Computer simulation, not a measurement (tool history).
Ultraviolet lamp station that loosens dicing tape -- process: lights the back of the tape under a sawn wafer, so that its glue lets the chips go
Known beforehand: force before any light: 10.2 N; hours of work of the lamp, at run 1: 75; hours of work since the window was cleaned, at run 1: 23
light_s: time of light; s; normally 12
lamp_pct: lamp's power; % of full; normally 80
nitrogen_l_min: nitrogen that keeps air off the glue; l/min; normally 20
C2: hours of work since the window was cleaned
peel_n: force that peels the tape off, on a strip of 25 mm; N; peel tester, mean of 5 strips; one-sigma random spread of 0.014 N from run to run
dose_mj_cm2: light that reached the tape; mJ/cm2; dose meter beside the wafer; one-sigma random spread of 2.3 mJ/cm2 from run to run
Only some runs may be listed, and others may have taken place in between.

run 1 hour=0 | light_s=12 lamp_pct=80 nitrogen_l_min=20 | hours_of_work_of_the_lamp=75 C2=23 | peel_n=0.712 dose_mj_cm2=229
run 2 hour=38.7 | light_s=12 lamp_pct=92 nitrogen_l_min=20 | hours_of_work_of_the_lamp=103 C2=51 | peel_n=0.548 dose_mj_cm2=256
run 3 hour=96.8 | light_s=12 lamp_pct=92 nitrogen_l_min=20 | hours_of_work_of_the_lamp=145 C2=93 | peel_n=0.588 dose_mj_cm2=251
run 4 hour=125.9 | light_s=12 lamp_pct=92 nitrogen_l_min=20 | hours_of_work_of_the_lamp=166 C2=114 | peel_n=0.64 dose_mj_cm2=239
run 5 hour=157.6 | light_s=12 lamp_pct=80 nitrogen_l_min=20 | hours_of_work_of_the_lamp=189 C2=137 | peel_n=0.878 dose_mj_cm2=205
run 6 hour=189.5 | light_s=12 lamp_pct=98 nitrogen_l_min=20 | hours_of_work_of_the_lamp=212 C2=161 | peel_n=0.594 dose_mj_cm2=251
run 7 hour=227 | light_s=12 lamp_pct=98 nitrogen_l_min=20 | hours_of_work_of_the_lamp=240 C2=188 | peel_n=0.629 dose_mj_cm2=236
-- hour=255.1 window cleaned of glue's vapour
run 8 hour=262 | light_s=12 lamp_pct=98 nitrogen_l_min=20 | hours_of_work_of_the_lamp=265 C2=5 | peel_n=0.668 dose_mj_cm2=235
run 9 hour=303.9 | light_s=12 lamp_pct=98 nitrogen_l_min=20 | hours_of_work_of_the_lamp=295 C2=35 | peel_n=0.72 dose_mj_cm2=226
run 10 hour=334.1 | light_s=13 lamp_pct=80 nitrogen_l_min=20 | hours_of_work_of_the_lamp=317 C2=57 | peel_n=0.968 dose_mj_cm2=197
run 11 hour=378.5 | light_s=13 lamp_pct=80 nitrogen_l_min=20 | hours_of_work_of_the_lamp=349 C2=90 | peel_n=1.031 dose_mj_cm2=191
run 12 hour=432.1 | light_s=12 lamp_pct=80 nitrogen_l_min=7 | hours_of_work_of_the_lamp=388 C2=129 | peel_n=1.939 dose_mj_cm2=166
-- hour=471 window cleaned of glue's vapour, once more
run 13 hour=482 | light_s=12 lamp_pct=80 nitrogen_l_min=20 | hours_of_work_of_the_lamp=424 C2=8 | peel_n=1.024 dose_mj_cm2=194
run 14 hour=539.9 | light_s=12 lamp_pct=80 nitrogen_l_min=20 | hours_of_work_of_the_lamp=466 C2=50 | peel_n=1.104 dose_mj_cm2=181
run 15 hour=577 | light_s=12 lamp_pct=80 nitrogen_l_min=20 | hours_of_work_of_the_lamp=493 C2=77 | peel_n=1.189 dose_mj_cm2=179
run 16 hour=623.1 | light_s=12 lamp_pct=97 nitrogen_l_min=20 | hours_of_work_of_the_lamp=527 C2=111 | peel_n=0.86 dose_mj_cm2=210
run 17 hour=673.5 | light_s=12 lamp_pct=97 nitrogen_l_min=20 | hours_of_work_of_the_lamp=563 C2=147 | peel_n=0.886 dose_mj_cm2=203
run 18 hour=719.2 | light_s=12 lamp_pct=80 nitrogen_l_min=20 | hours_of_work_of_the_lamp=597 C2=180 | peel_n=1.342 dose_mj_cm2=161
run 19 hour=748.5 | light_s=12 lamp_pct=80 nitrogen_l_min=20 | hours_of_work_of_the_lamp=618 C2=202 | peel_n=1.519 dose_mj_cm2=159
-- hour=757.4 window cleaned of glue's vapour
run 20 hour=774.1 | light_s=12 lamp_pct=80 nitrogen_l_min=20 | hours_of_work_of_the_lamp=636 C2=12 | peel_n=1.331 dose_mj_cm2=165
run 21 hour=811.2 | light_s=12 lamp_pct=80 nitrogen_l_min=7 | hours_of_work_of_the_lamp=663 C2=39 | peel_n=2.006 dose_mj_cm2=161
run 22 hour=864.7 | light_s=12 lamp_pct=80 nitrogen_l_min=20 | hours_of_work_of_the_lamp=702 C2=78 | peel_n=1.529 dose_mj_cm2=158
run 23 hour=920.4 | light_s=12 lamp_pct=80 nitrogen_l_min=20 | hours_of_work_of_the_lamp=742 C2=118 | peel_n=1.593 dose_mj_cm2=153
-- hour=943.1 lamp changed
run 24 hour=965.3 | light_s=13 lamp_pct=80 nitrogen_l_min=20 | hours_of_work_of_the_lamp=16 C2=150 | peel_n=0.627 dose_mj_cm2=244
run 25 hour=1015.6 | light_s=12 lamp_pct=84 nitrogen_l_min=35 | hours_of_work_of_the_lamp=53 C2=187 | peel_n=0.589 dose_mj_cm2=228
-- hour=1044 window cleaned of glue's vapour
run 26 hour=1044 | light_s=12 lamp_pct=84 nitrogen_l_min=35 | hours_of_work_of_the_lamp=73 C2=0 | peel_n=0.53 dose_mj_cm2=239
run 27 hour=1069.2 | light_s=16 lamp_pct=89 nitrogen_l_min=18 | hours_of_work_of_the_lamp=91 C2=18 | peel_n=0.347 dose_mj_cm2=326
run 28 hour=1122.9 | light_s=12 lamp_pct=80 nitrogen_l_min=10 | hours_of_work_of_the_lamp=130 C2=57 | peel_n=1.08 dose_mj_cm2=217
run 29 hour=1174.9 | light_s=12 lamp_pct=80 nitrogen_l_min=10 | hours_of_work_of_the_lamp=168 C2=95 | peel_n=1.155 dose_mj_cm2=212
run 30 hour=1212 | light_s=20 lamp_pct=98 nitrogen_l_min=16 | hours_of_work_of_the_lamp=195 C2=122 | peel_n=0.243 dose_mj_cm2=417
run 31 hour=1255.9 | light_s=20 lamp_pct=86 nitrogen_l_min=9 | hours_of_work_of_the_lamp=227 C2=154 | peel_n=0.413 dose_mj_cm2=355
run 32 hour=1284.6 | light_s=18 lamp_pct=80 nitrogen_l_min=10 | hours_of_work_of_the_lamp=248 C2=175 | peel_n=0.597 dose_mj_cm2=292
-- hour=1331.1 window cleaned of glue's vapour
run 33 hour=1331.1 | light_s=13 lamp_pct=85 nitrogen_l_min=13 | hours_of_work_of_the_lamp=281 C2=0 | peel_n=0.787 dose_mj_cm2=235
run 34 hour=1381.6 | light_s=10 lamp_pct=89 nitrogen_l_min=9 | hours_of_work_of_the_lamp=318 C2=37 | peel_n=1.533 dose_mj_cm2=188
run 35 hour=1420 | light_s=10 lamp_pct=89 nitrogen_l_min=9 | hours_of_work_of_the_lamp=346 C2=65 | peel_n=1.551 dose_mj_cm2=183
run 36 hour=1475.1 | light_s=10 lamp_pct=89 nitrogen_l_min=9 | hours_of_work_of_the_lamp=386 C2=105 | peel_n=1.694 dose_mj_cm2=172
run 37 hour=1528.3 | light_s=10 lamp_pct=89 nitrogen_l_min=9 | hours_of_work_of_the_lamp=425 C2=143 | peel_n=1.814 dose_mj_cm2=167
run 38 hour=1572.9 | light_s=10 lamp_pct=77 nitrogen_l_min=16 | hours_of_work_of_the_lamp=457 C2=176 | peel_n=1.977 dose_mj_cm2=143
run 39 hour=1612.1 | light_s=13 lamp_pct=99 nitrogen_l_min=20 | hours_of_work_of_the_lamp=485 C2=204 | peel_n=0.69 dose_mj_cm2=232
-- hour=1619.2 window cleaned of glue's vapour
run 40 hour=1641.9 | light_s=15 lamp_pct=71 nitrogen_l_min=9 | hours_of_work_of_the_lamp=507 C2=16 | peel_n=1.292 dose_mj_cm2=203
run 41 hour=1689.4 | light_s=13 lamp_pct=71 nitrogen_l_min=10 | hours_of_work_of_the_lamp=541 C2=51 | peel_n=1.639 dose_mj_cm2=171
run 42 hour=1743.5 | light_s=14 lamp_pct=61 nitrogen_l_min=20 | hours_of_work_of_the_lamp=581 C2=90 | peel_n=1.55 dose_mj_cm2=150
run 43 hour=1799.6 | light_s=12 lamp_pct=79 nitrogen_l_min=20 | hours_of_work_of_the_lamp=621 C2=131 | peel_n=1.489 dose_mj_cm2=159

Run by run, hidden condition taken away, random variation retained:
Hidden state at play: lamp's light, % of a new lamp's; light that the window lets through, % of a clean one's; drift of the gauge itself on peel_n, %; drift of the gauge itself on dose_mj_cm2, %.
run=1 peel_n=0.637 dose_mj_cm2=241
run=2 peel_n=0.466 dose_mj_cm2=276
run=3 peel_n=0.464 dose_mj_cm2=280
run=4 peel_n=0.487 dose_mj_cm2=272
run=5 peel_n=0.639 dose_mj_cm2=238
run=6 peel_n=0.415 dose_mj_cm2=297
run=7 peel_n=0.416 dose_mj_cm2=287
run=8 peel_n=0.411 dose_mj_cm2=295
run=9 peel_n=0.415 dose_mj_cm2=293
run=10 peel_n=0.532 dose_mj_cm2=260
run=11 peel_n=0.536 dose_mj_cm2=260
run=12 peel_n=1.045 dose_mj_cm2=236
run=13 peel_n=0.638 dose_mj_cm2=242
run=14 peel_n=0.635 dose_mj_cm2=237
run=15 peel_n=0.655 dose_mj_cm2=239
run=16 peel_n=0.434 dose_mj_cm2=290
run=17 peel_n=0.412 dose_mj_cm2=290
run=18 peel_n=0.606 dose_mj_cm2=239
run=19 peel_n=0.662 dose_mj_cm2=240
run=20 peel_n=0.646 dose_mj_cm2=236
run=21 peel_n=1.025 dose_mj_cm2=236
run=22 peel_n=0.659 dose_mj_cm2=240
run=23 peel_n=0.639 dose_mj_cm2=242
run=24 peel_n=0.534 dose_mj_cm2=262
run=25 peel_n=0.469 dose_mj_cm2=253
run=26 peel_n=0.478 dose_mj_cm2=251
run=27 peel_n=0.312 dose_mj_cm2=348
run=28 peel_n=0.885 dose_mj_cm2=239
run=29 peel_n=0.884 dose_mj_cm2=241
run=30 peel_n=0.212 dose_mj_cm2=487
run=31 peel_n=0.299 dose_mj_cm2=426
run=32 peel_n=0.391 dose_mj_cm2=358
run=33 peel_n=0.573 dose_mj_cm2=273
run=34 peel_n=1.099 dose_mj_cm2=224
run=35 peel_n=1.064 dose_mj_cm2=224
run=36 peel_n=1.094 dose_mj_cm2=219
run=37 peel_n=1.094 dose_mj_cm2=221
run=38 peel_n=1.148 dose_mj_cm2=194
run=39 peel_n=0.341 dose_mj_cm2=324
run=40 peel_n=0.735 dose_mj_cm2=268
run=41 peel_n=0.912 dose_mj_cm2=233
run=42 peel_n=0.78 dose_mj_cm2=214
run=43 peel_n=0.67 dose_mj_cm2=236
